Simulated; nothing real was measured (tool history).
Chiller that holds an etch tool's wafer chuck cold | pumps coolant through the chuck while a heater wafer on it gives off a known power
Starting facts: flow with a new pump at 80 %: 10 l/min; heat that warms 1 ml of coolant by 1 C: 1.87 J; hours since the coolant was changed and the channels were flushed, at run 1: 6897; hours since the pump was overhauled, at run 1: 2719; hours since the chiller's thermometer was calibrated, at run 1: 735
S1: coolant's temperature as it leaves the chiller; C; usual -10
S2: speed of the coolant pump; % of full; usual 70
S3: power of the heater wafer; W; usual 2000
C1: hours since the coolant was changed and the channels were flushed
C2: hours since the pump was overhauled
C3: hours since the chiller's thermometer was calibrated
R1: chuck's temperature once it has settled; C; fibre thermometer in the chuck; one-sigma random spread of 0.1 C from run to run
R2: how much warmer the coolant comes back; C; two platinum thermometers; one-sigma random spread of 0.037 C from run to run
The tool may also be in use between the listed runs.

Run 1, day 0.000: usual settings; C1 6897; C2 2719; C3 735. Result: R1 9.3 C, R2 7.45 C.
Run 2, day 2.642: usual settings but S3 1595 W; C1 6960; C2 2782; C3 798. Result: R1 5.2 C, R2 5.92 C.
Run 3, day 5.712: usual settings but S3 1595 W; C1 7034; C2 2856; C3 872. Result: R1 5.5 C, R2 5.91 C.
Run 4, day 8.050: usual settings but S3 1595 W; C1 7090; C2 2912; C3 928. Result: R1 5.5 C, R2 5.93 C.
Run 5, day 10.583: usual settings but S3 1595 W; C1 7151; C2 2973; C3 989. Result: R1 5.3 C, R2 5.83 C.
Run 6, day 13.746: usual settings but S3 1595 W; C1 7226; C2 3049; C3 1065. Result: R1 5.3 C, R2 5.92 C.
Run 7, day 15.725: usual settings but S3 1595 W; C1 7274; C2 3096; C3 1112. Result: R1 5.5 C, R2 5.88 C.
Run 8, day 18.725: usual settings; C1 7346; C2 3168; C3 1184. Result: R1 9.3 C, R2 7.35 C.
Run 9, day 20.329: usual settings; C1 7384; C2 3207; C3 1223. Result: R1 9.3 C, R2 7.33 C.
Run 10, day 22.758: usual settings; C1 7443; C2 3265; C3 1281. Result: R1 9.3 C, R2 7.37 C.
Run 11, day 25.596: usual settings; C1 7511; C2 3333; C3 1349. Result: R1 9.3 C, R2 7.34 C.
Run 12, day 28.812: usual settings; C1 7588; C2 3411; C3 1426. Result: R1 9.3 C, R2 7.31 C.
Run 13, day 30.529: usual settings but S2 61 % of full; C1 7629; C2 3452; C3 1467. Result: R1 11.2 C, R2 8.56 C.
Run 14, day 33.475: usual settings but S1 -19 C, S2 61 % of full; C1 7700; C2 3522; C3 1538. Result: R1 2.3 C, R2 8.48 C.
Run 15, day 34.967: usual settings but S3 1718 W; C1 7736; C2 3558; C3 1574. Result: R1 6.6 C, R2 6.25 C.
Run 16, day 37.450: usual settings but S1 -5 C, S2 100 % of full, S3 1536 W; C1 7795; C2 3618; C3 1634. Result: R1 6.5 C, R2 3.71 C.
Run 17, day 39.917: usual settings but S1 -5 C, S2 100 % of full, S3 1536 W; C1 7855; C2 3677; C3 1693. Result: R1 6.6 C, R2 3.72 C.
Run 18, day 41.688: usual settings but S1 -9 C, S2 100 % of full, S3 1443 W; C1 7897; C2 3720; C3 1735. Result: R1 1.9 C, R2 3.45 C.
Run 19, day 43.400: usual settings but S1 -18 C, S2 66 % of full, S3 1182 W; C1 7938; C2 3761; C3 1776. Result: R1 -6.2 C, R2 4.54 C.
Run 20, day 46.183: usual settings but S1 -18 C, S2 66 % of full, S3 1182 W; C1 8005; C2 3827; C3 1843. Result: R1 -6.0 C, R2 4.55 C.
Run 21, day 49.038: usual settings but S2 69 % of full, S3 1182 W; C1 8073; C2 3896; C3 1912. Result: R1 1.5 C, R2 4.24 C.
Run 22, day 51.967: usual settings but S1 -7 C, S2 82 % of full, S3 1637 W; C1 8144; C2 3966; C3 1982. Result: R1 7.2 C, R2 4.89 C.
Run 23, day 53.646: usual settings but S1 -7 C, S2 82 % of full, S3 1637 W; C1 8184; C2 4006; C3 2022. Result: R1 7.2 C, R2 4.97 C.
Run 24, day 56.662: usual settings but S2 62 % of full, S3 1347 W; C1 8256; C2 4079; C3 2095. Result: R1 4.2 C, R2 5.51 C.

Results for each run, recomputed without the tool's hidden state and with each run's random variation untouched:
What the log doesn't record here: heat passed by the chuck's channels, % of clean ones'; flow at a given pump speed, % of a new pump's; coolant's true temperature over the reading, C; drift of the gauge itself on chuck_c, C; drift of the gauge itself on warmer_back_c, C.
run    R2
  1  7.45
  2  5.93
  3  5.93
  4  5.96
  5  5.87
  6  5.97
  7  5.94
  8  7.42
  9  7.41
 10  7.45
 11  7.44
 12  7.42
 13  8.68
 14  8.61
 15  6.38
 16  3.86
 17  3.87
 18  3.62
 19  4.71
 20  4.73
 21  4.43
 22  5.09
 23  5.17
 24  5.73
R1 without the hidden state stays within 0.1 C of what was measured, in all runs.
